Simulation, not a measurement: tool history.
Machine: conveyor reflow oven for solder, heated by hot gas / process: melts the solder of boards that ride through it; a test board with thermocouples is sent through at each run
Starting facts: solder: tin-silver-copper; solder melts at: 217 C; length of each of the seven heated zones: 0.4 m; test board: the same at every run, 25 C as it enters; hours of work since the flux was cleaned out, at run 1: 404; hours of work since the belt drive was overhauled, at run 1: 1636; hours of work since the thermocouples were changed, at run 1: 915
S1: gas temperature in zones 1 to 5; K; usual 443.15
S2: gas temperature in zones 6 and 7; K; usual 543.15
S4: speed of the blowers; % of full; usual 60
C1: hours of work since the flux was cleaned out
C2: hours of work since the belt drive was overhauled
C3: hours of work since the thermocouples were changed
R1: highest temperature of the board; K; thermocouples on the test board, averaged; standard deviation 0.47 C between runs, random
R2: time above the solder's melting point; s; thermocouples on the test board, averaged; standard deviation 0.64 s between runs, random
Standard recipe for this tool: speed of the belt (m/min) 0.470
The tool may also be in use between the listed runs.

run 1 day=0.000 | S1=443.15 S2=543.15 speed_of_the_belt_(m/min)=0.470 S4=60 | C1=404 C2=1636 C3=915 | R1=513.45 R2=57.2
run 2 day=1.833 | S1=443.15 S2=543.15 speed_of_the_belt_(m/min)=0.470 S4=60 | C1=425 C2=1658 C3=936 | R1=513.15 R2=57.0
-- day=5.492 flux residue cleaned out of gas plates and filters
run 3 day=5.492 | S1=443.15 S2=543.15 speed_of_the_belt_(m/min)=0.470 S4=60 | C1=0 C2=1698 C3=976 | R1=517.65 R2=66.2
run 4 day=9.471 | S1=443.15 S2=543.15 speed_of_the_belt_(m/min)=0.456 S4=60 | C1=46 C2=1745 C3=1023 | R1=518.15 R2=67.9
run 5 day=11.808 | S1=443.15 S2=543.15 speed_of_the_belt_(m/min)=0.456 S4=60 | C1=74 C2=1772 C3=1050 | R1=517.95 R2=67.2
-- day=13.779 belt drive overhauled, speed set with a stopwatch
run 6 day=14.108 | S1=443.15 S2=543.15 speed_of_the_belt_(m/min)=0.456 S4=60 | C1=99 C2=4 C3=1075 | R1=517.05 R2=63.4
run 7 day=17.488 | S1=443.15 S2=543.15 speed_of_the_belt_(m/min)=0.470 S4=61 | C1=138 C2=43 C3=1115 | R1=515.85 R2=59.8
run 8 day=19.958 | S1=443.15 S2=543.15 speed_of_the_belt_(m/min)=0.478 S4=60 | C1=167 C2=72 C3=1143 | R1=513.65 R2=55.4
run 9 day=24.100 | S1=443.15 S2=543.15 speed_of_the_belt_(m/min)=0.441 S4=60 | C1=215 C2=121 C3=1192 | R1=516.05 R2=65.1
run 10 day=28.179 | S1=431.15 S2=543.15 speed_of_the_belt_(m/min)=0.423 S4=60 | C1=263 C2=168 C3=1239 | R1=514.25 R2=61.2
-- day=28.833 thermocouples of zones 6 and 7 changed
run 11 day=31.112 | S1=431.15 S2=543.15 speed_of_the_belt_(m/min)=0.423 S4=60 | C1=296 C2=202 C3=27 | R1=518.35 R2=65.7
run 12 day=34.183 | S1=444.15 S2=537.15 speed_of_the_belt_(m/min)=0.470 S4=60 | C1=332 C2=237 C3=63 | R1=511.55 R2=53.1
run 13 day=36.654 | S1=444.15 S2=537.15 speed_of_the_belt_(m/min)=0.470 S4=60 | C1=361 C2=266 C3=91 | R1=511.15 R2=53.4
run 14 day=39.083 | S1=449.15 S2=543.15 speed_of_the_belt_(m/min)=0.399 S4=77 | C1=390 C2=295 C3=120 | R1=526.85 R2=94.3
run 15 day=42.183 | S1=442.15 S2=554.15 speed_of_the_belt_(m/min)=0.399 S4=61 | C1=426 C2=331 C3=156 | R1=531.25 R2=90.4

Below are 5 alternative next runs, each starting from the tool's condition after run 15. Predict each:
-- day=46.050 flux residue cleaned out of gas plates and filters
run A day=46.158 | S1=442.15 S2=554.15 speed_of_the_belt_(m/min)=0.399 S4=66 | C1=1 C2=375 C3=200 | R1=? R2=?
-- day=46.050 flux residue cleaned out of gas plates and filters
run B day=46.158 | S1=443.15 S2=544.15 speed_of_the_belt_(m/min)=0.430 S4=53 | C1=1 C2=375 C3=200 | R1=? R2=?
-- day=46.050 flux residue cleaned out of gas plates and filters
run C day=46.158 | S1=439.15 S2=543.15 speed_of_the_belt_(m/min)=0.470 S4=60 | C1=1 C2=375 C3=200 | R1=? R2=?
-- day=46.050 flux residue cleaned out of gas plates and filters
run D day=46.158 | S1=442.15 S2=554.15 speed_of_the_belt_(m/min)=0.399 S4=72 | C1=1 C2=375 C3=200 | R1=? R2=?
-- day=46.050 flux residue cleaned out of gas plates and filters
run E day=46.158 | S1=456.15 S2=554.15 speed_of_the_belt_(m/min)=0.399 S4=53 | C1=1 C2=375 C3=200 | R1=? R2=?

run=A R1=536.85 R2=98.6
run=B R1=520.35 R2=73.5
run=C R1=517.75 R2=62.8
run=D R1=538.75 R2=101.7
run=E R1=534.45 R2=104.4
Stripped of hidden state, with their random variation kept, the same runs would have yielded:
run=A R1=537.65 R2=99.1
run=B R1=521.05 R2=74.2
run=C R1=518.45 R2=63.5
run=D R1=539.55 R2=102.1
run=E R1=535.25 R2=104.8

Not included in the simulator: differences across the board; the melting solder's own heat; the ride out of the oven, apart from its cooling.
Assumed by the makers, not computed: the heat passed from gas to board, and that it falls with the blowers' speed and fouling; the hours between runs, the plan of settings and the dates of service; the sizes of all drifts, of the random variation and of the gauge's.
